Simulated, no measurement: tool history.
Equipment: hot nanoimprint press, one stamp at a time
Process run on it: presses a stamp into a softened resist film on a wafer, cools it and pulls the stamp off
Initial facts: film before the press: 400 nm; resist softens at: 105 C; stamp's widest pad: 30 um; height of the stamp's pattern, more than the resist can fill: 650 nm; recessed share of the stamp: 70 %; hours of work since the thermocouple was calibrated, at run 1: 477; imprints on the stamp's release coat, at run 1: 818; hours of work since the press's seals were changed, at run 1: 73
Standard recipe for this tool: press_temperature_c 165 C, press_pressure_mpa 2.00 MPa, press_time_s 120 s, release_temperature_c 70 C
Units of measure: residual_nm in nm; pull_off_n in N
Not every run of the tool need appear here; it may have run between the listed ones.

run   hour  press_temperature_c  press_pressure_mpa  press_time_s  release_temperature_c  hours of work since the thermocouple was calibrated  imprints on the stamp's release coat  hours of work since the press's seals were changed  residual_nm  pull_off_n
  1    0.0                  165                2.00           120                     70                                                  477                                   818                                                  73        222.6         176
      15.2  -- plate thermocouple calibrated
  2   18.8                  165                2.00           120                     70                                                    3                                   886                                                  85        223.3         176
  3   32.5                  165                2.00           120                     70                                                   13                                   944                                                  95        222.4         178
  4   50.9                  165                2.00            72                     70                                                   27                                  1022                                                 109        255.6         173
  5   65.8                  165                2.00           120                     70                                                   39                                  1086                                                 121        223.0         174
  6   76.6                  165                2.00            73                     70                                                   47                                  1132                                                 129        252.7         172
  7   96.5                  165                2.00            73                     70                                                   62                                  1217                                                 144        255.0         174
  8  105.4                  154                2.00           120                     70                                                   69                                  1255                                                 151        316.6         185
  9  127.1                  165                2.00            76                     70                                                   85                                  1348                                                 168        249.9         177
     142.3  -- stamp cleaned and given a new release coat
 10  149.8                  165                2.00            73                     70                                                   98                                    32                                                 180        251.3         177
 11  166.2                  165                2.00            73                     70                                                  111                                   102                                                 193        252.1         183
 12  186.2                  165                2.00           120                     70                                                  126                                   187                                                 208        221.1         182
 13  205.3                  165                2.00           120                     70                                                  140                                   269                                                 223        218.7         174
 14  216.4                  165                2.00           120                     70                                                  149                                   316                                                 231        220.6         173
 15  225.7                  173                2.58            82                     62                                                  156                                   356                                                 238        156.0         226
 16  234.6                  173                1.26            82                     68                                                  163                                   394                                                 245        234.2         189
 17  245.6                  158                2.82            82                     67                                                  171                                   441                                                 254        266.5         192
 18  259.7                  165                1.67            91                     65                                                  182                                   501                                                 264        256.8         201
 19  276.8                  165                1.88            91                     65                                                  195                                   574                                                 277        243.4         199
 20  291.0                  165                1.88            91                     65                                                  206                                   634                                                 288        241.6         204
 21  301.6                  165                1.88            91                     65                                                  214                                   679                                                 296        244.5         199
 22  317.6                  165                1.88            91                     65                                                  226                                   748                                                 308        241.0         203
     319.4  -- gauge calibrated
 23  336.3                  157                2.41           126                     73                                                  240                                   828                                                 323        272.4         158
 24  357.1                  157                2.41           126                     73                                                  256                                   916                                                 339        273.3         165
 25  372.7                  176                2.41           194                     68                                                  268                                   983                                                 350        110.5         187
 26  391.5                  176                1.55           194                     62                                                  283                                  1063                                                 365        145.0         216
 27  411.8                  165                1.64           141                     63                                                  298                                  1150                                                 380        232.8         217

Predict each of these 5 candidate next runs independently; none follows another, all start after run 27:
  A  424.9                  165                2.00            74                     70                                                  308                                  1205                                                 390            ?           ?
  B  424.9                  165                2.00            85                     70                                                  308                                  1205                                                 390            ?           ?
  C  424.9                  165                1.35           145                     70                                                  308                                  1205                                                 390            ?           ?
  D  424.9                  165                1.36           120                     73                                                  308                                  1205                                                 390            ?           ?
  E  424.9                  165                1.64            63                     63                                                  308                                  1205                                                 390            ?           ?

run  residual_nm  pull_off_n
  A        253.3         184
  B        244.2         176
  C        252.8         179
  D        263.6         160
  E        286.9         208
With no hidden state in the tool, these same runs would have given:
run  residual_nm  pull_off_n
  A        255.4         183
  B        246.2         175
  C        254.9         178
  D        265.8         159
  E        289.3         207
